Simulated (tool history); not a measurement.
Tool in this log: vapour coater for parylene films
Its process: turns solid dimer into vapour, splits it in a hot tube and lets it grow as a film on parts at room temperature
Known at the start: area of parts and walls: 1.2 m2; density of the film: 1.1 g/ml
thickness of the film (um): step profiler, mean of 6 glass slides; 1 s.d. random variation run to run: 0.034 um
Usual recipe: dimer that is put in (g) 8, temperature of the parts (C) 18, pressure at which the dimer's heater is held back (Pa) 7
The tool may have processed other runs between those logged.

run	hour	dimer that is put in (g)	temperature of the parts (C)	pressure at which the dimer's heater is held back (Pa)	thickness of the film (um)
1	0	8	18	7	3.39
2	16.1	8	18	7	3.41
3	33.2	8	18	7	3.39
4	40.9	8	18	7	3.32
5	48.6	8	18	7	3.38
6	62.7	8	18	7	3.42
7	76.7	8	18	7	3.42
8	94.6	8	18	7	3.44
9	112.5	8	18	7	3.41
10	122.6	8	18	7	3.34
11	136.1	8	18	7	3.35
12	147.4	8	18	7	3.36
13	155.6	8	18	7	3.34
14	164	8	18	7	3.41
15	176	8	18	7	3.44
16	192.9	8	10	4.99	4.7
17	201.6	8	11	4.92	4.57
18	212.6	5	13	9.36	2.42
19	223.7	11	13	2.38	6.54
20	231.8	7	12	2.38	4.28
21	239.7	6	15	7.3	2.82
22	251.5	8	18	8.96	3.2
23	263.4	8	18	5.84	3.48
24	272.8	6	18	2.5	2.95
25	287.5	6	18	2.5	2.99
26	298.4	8	18	2.28	3.94
27	313.1	8	18	2.28	3.99
28	328.3	6	21	5.77	2.39
29	340.7	6	21	5.77	2.31

Below are 3 alternative next runs, each starting from the tool's condition after run 29. Predict each:
A	349.9	8	13	3.6	?
B	349.9	8	20	11.56	?
C	349.9	8	20	7	?

run	thickness of the film (um)
A	4.45
B	2.87
C	3.14
What these runs would have given with no unlogged condition in the tool:
run	thickness of the film (um)
A	4.46
B	2.88
C	3.15
